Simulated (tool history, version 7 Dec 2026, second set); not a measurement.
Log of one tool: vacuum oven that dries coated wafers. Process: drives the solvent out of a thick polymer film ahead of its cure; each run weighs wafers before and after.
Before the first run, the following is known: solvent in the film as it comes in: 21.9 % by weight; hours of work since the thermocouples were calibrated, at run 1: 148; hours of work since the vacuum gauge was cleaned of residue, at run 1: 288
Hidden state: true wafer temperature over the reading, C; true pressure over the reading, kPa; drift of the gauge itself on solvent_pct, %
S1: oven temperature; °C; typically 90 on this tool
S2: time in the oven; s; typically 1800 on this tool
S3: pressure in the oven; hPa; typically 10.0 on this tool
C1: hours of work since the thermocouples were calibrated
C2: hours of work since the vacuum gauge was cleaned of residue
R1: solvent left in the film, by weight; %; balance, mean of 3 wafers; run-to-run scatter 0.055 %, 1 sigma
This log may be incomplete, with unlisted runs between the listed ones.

run,hour,S1,S2,S3,C1,C2,R1
1,0.0,90,1800,10.0,148,288,2.53
2,30.6,90,1800,6.8,168,308,2.39
3,59.7,90,1800,6.8,188,327,2.36
4,84.1,90,1800,6.8,203,343,2.35
5,117.4,90,1800,6.8,225,365,2.38
6,138.5,90,1800,10.0,239,379,2.45
7,154.5,90,1800,10.0,250,389,2.46
8,170.1,90,1140,10.0,260,399,4.92
9,195.2,94,1800,10.0,276,416,1.35
10,224.1,90,1800,10.0,295,435,2.44
11,247.0,90,1800,11.1,310,450,2.47
12,279.4,90,1800,5.9,331,471,2.39
13,295.3,90,1800,5.9,342,481,2.24
14,328.3,90,1800,5.9,363,503,2.34
15,344.8,90,1800,10.0,374,514,2.32
16,364.3,90,1800,10.0,387,526,2.49
17,399.2,90,1800,10.0,410,549,2.37
18,426.5,90,1800,10.0,427,567,2.40
19,462.9,88,1800,10.0,451,591,3.06
20,492.0,88,1800,10.0,470,610,3.03
21,523.3,95,900,18.7,491,630,4.27
22,539.3,92,2700,14.3,501,641,0.98
23,560.1,92,2700,14.3,515,655,1.02
24,576.7,96,1380,12.5,526,665,1.75
25,597.2,96,1380,12.5,539,679,1.75
26,615.6,101,1740,14.7,551,691,0.63
27,638.1,101,1740,14.7,566,706,0.57
28,671.1,75,2460,9.0,587,727,6.97
29,707.7,87,2400,19.0,611,751,2.47
30,728.0,88,1320,35.8,625,764,5.70
31,758.9,88,1320,9.1,645,785,4.63
32,777.4,88,1260,8.9,657,797,4.88
33,816.2,88,1260,8.9,682,822,4.93
34,835.2,79,1800,24.3,695,835,7.69
35,853.7,101,900,23.0,707,847,2.21
36,876.6,92,2100,14.9,722,862,1.37
37,896.3,92,2100,14.9,735,874,1.50

Some steps in R1, run to run, broken into two amounts with sign: the step expected even without the hidden condition (settings, incoming material, random variation), and the rest, left for the hidden condition together with whatever gauge scatter is not in both the measured and the hidden-condition-free result:
Run 21 -> 22: S1 95 -> 92, S2 900 -> 2700, S3 18.7 -> 14.3. R1 -3.29 %: hidden state +0.37, all else -3.66.
Run 27 -> 28: S1 101 -> 75, S2 1740 -> 2460, S3 14.7 -> 9.0. R1 +6.40 %: hidden state -0.57, all else +6.97.
Run 28 -> 29: S1 75 -> 87, S2 2460 -> 2400, S3 9.0 -> 19.0. R1 -4.50 %: hidden state +0.25, all else -4.75.
Run 34 -> 35: S1 79 -> 101, S2 1800 -> 900, S3 24.3 -> 23.0. R1 -5.48 %: hidden state +0.31, all else -5.79.
